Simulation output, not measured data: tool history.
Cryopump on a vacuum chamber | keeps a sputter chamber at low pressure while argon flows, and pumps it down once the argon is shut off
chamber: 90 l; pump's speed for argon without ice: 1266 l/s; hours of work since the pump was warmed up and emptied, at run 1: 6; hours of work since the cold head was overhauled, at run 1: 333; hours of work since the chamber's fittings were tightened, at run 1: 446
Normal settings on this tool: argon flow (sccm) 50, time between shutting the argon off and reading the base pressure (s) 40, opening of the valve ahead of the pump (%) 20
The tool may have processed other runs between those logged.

| run | day | argon flow (sccm) | time between shutting the argon off and reading the base pressure (s) | opening of the valve ahead of the pump (%) | hours of work since the pump was warmed up and emptied | hours of work since the cold head was overhauled | hours of work since the chamber's fittings were tightened | pressure while argon flows (Pa) | pressure after the wait (uPa) |
|---|---|---|---|---|---|---|---|---|---|
| 1 | 0 | 50 | 40 | 20 | 6 | 333 | 446 | 0.3348 | 2.24 |
| 2 | 0.442 | 50 | 232 | 20 | 13 | 339 | 452 | 0.3339 | 1.15 |
| 3 | 1.092 | 50 | 55 | 20 | 23 | 349 | 462 | 0.3362 | 2.01 |
| 4 | 1.792 | 50 | 134 | 20 | 33 | 359 | 472 | 0.335 | 1.42 |
| 5 | 2.154 | 50 | 134 | 20 | 38 | 365 | 478 | 0.3344 | 1.38 |
| 6 | 2.671 | 50 | 134 | 20 | 46 | 372 | 485 | 0.3348 | 1.41 |
| 7 | 2.958 | 50 | 134 | 20 | 50 | 377 | 489 | 0.3364 | 1.4 |
| 8 | 3.404 | 41 | 134 | 20 | 57 | 383 | 496 | 0.279 | 1.46 |
| 9 | 3.696 | 50 | 40 | 20 | 61 | 388 | 500 | 0.3389 | 2.42 |
| 10 | 4.125 | 50 | 40 | 20 | 67 | 394 | 507 | 0.3408 | 2.46 |
| 11 | 4.542 | 50 | 132 | 20 | 74 | 400 | 513 | 0.3362 | 1.45 |
| 12 | 5.246 | 50 | 132 | 20 | 84 | 410 | 523 | 0.339 | 1.47 |
| 13 | 5.7 | 50 | 40 | 20 | 91 | 417 | 530 | 0.3386 | 2.46 |
| 14 | 6.058 | 50 | 40 | 20 | 96 | 423 | 535 | 0.3383 | 2.57 |
| 15 | 6.75 | 50 | 40 | 20 | 106 | 433 | 546 | 0.34 | 2.52 |
| 16 | 7.3 | 83 | 40 | 20 | 114 | 441 | 554 | 0.5653 | 2.7 |
| 17 | 7.617 | 35 | 40 | 20 | 119 | 446 | 558 | 0.24 | 2.58 |
| 18 | 8.05 | 74 | 40 | 20 | 126 | 452 | 565 | 0.505 | 2.61 |
| 19 | 8.583 | 74 | 40 | 20 | 133 | 460 | 573 | 0.5091 | 2.74 |
| 20 | 8.946 | 54 | 83 | 21 | 139 | 465 | 578 | 0.3506 | 1.9 |
| 21 | 9.55 | 91 | 40 | 20 | 148 | 474 | 587 | 0.6202 | 2.65 |
| 22 | 9.988 | 91 | 40 | 20 | 154 | 481 | 594 | 0.6217 | 2.7 |
| 23 | 10.633 | 91 | 206 | 20 | 164 | 490 | 603 | 0.6288 | 1.57 |
| 24 | 11.208 | 50 | 193 | 39 | 172 | 499 | 612 | 0.1841 | 1.58 |
| 25 | 11.504 | 50 | 63 | 33 | 177 | 503 | 616 | 0.2141 | 2.2 |
| 26 | 11.933 | 21 | 219 | 17 | 183 | 509 | 622 | 0.1699 | 1.64 |
| 27 | 12.421 | 33 | 20 | 22 | 190 | 517 | 630 | 0.2087 | 4.15 |
| 28 | 13.092 | 33 | 20 | 22 | 200 | 527 | 640 | 0.2095 | 4.36 |
| 29 | 13.567 | 32 | 26 | 54 | 207 | 534 | 647 | 0.088 | 3.56 |
| 30 | 13.929 | 45 | 40 | 16 | 213 | 539 | 652 | 0.3892 | 2.91 |
| 31 | 14.217 | 45 | 40 | 16 | 217 | 543 | 656 | 0.3882 | 2.87 |
| 32 | 14.838 | 45 | 40 | 16 | 226 | 552 | 665 | 0.3908 | 2.89 |
| 33 | 15.442 | 50 | 95 | 20 | 235 | 561 | 674 | 0.351 | 2.12 |
| 34 | 15.808 | 50 | 62 | 20 | 240 | 567 | 680 | 0.3494 | 2.45 |
| 35 | 16.304 | 50 | 41 | 16 | 248 | 574 | 687 | 0.4335 | 2.94 |

Difference, measured minus no-hidden-state, one row per run. Run-to-run variation is common to both terms; the gauge's own scatter need not be:
Unlogged tool condition in this case: pump's speed, % of a pump's without ice; cold plate's temperature, K; leak into the chamber, uPa l/s; drift of the gauge itself on working_pa, %; drift of the gauge itself on base_upa, %.
| run | pressure while argon flows (Pa) | pressure after the wait (uPa) |
|---|---|---|
| 1 | +0.001 | +0.65 |
| 2 | +0.0013 | +0.67 |
| 3 | +0.0018 | +0.72 |
| 4 | +0.0025 | +0.73 |
| 5 | +0.0027 | +0.74 |
| 6 | +0.0032 | +0.76 |
| 7 | +0.0034 | +0.75 |
| 8 | +0.0031 | +0.77 |
| 9 | +0.004 | +0.78 |
| 10 | +0.0044 | +0.82 |
| 11 | +0.0047 | +0.81 |
| 12 | +0.0054 | +0.85 |
| 13 | +0.0058 | +0.85 |
| 14 | +0.0061 | +0.89 |
| 15 | +0.0068 | +0.9 |
| 16 | +0.0122 | +0.96 |
| 17 | +0.0054 | +0.93 |
| 18 | +0.0119 | +0.96 |
| 19 | +0.0127 | +1.01 |
| 20 | +0.0096 | +0.97 |
| 21 | +0.0172 | +1.01 |
| 22 | +0.0182 | +1.05 |
| 23 | +0.0195 | +1.07 |
| 24 | +0.0114 | +1.07 |
| 25 | +0.0116 | +1.07 |
| 26 | +0.005 | +1.14 |
| 27 | +0.0083 | +1.12 |
| 28 | +0.0088 | +1.19 |
| 29 | +0.009 | +1.18 |
| 30 | +0.0129 | +1.22 |
| 31 | +0.0131 | +1.21 |
| 32 | +0.0139 | +1.24 |
| 33 | +0.0161 | +1.28 |
| 34 | +0.0165 | +1.3 |
| 35 | +0.017 | +1.32 |
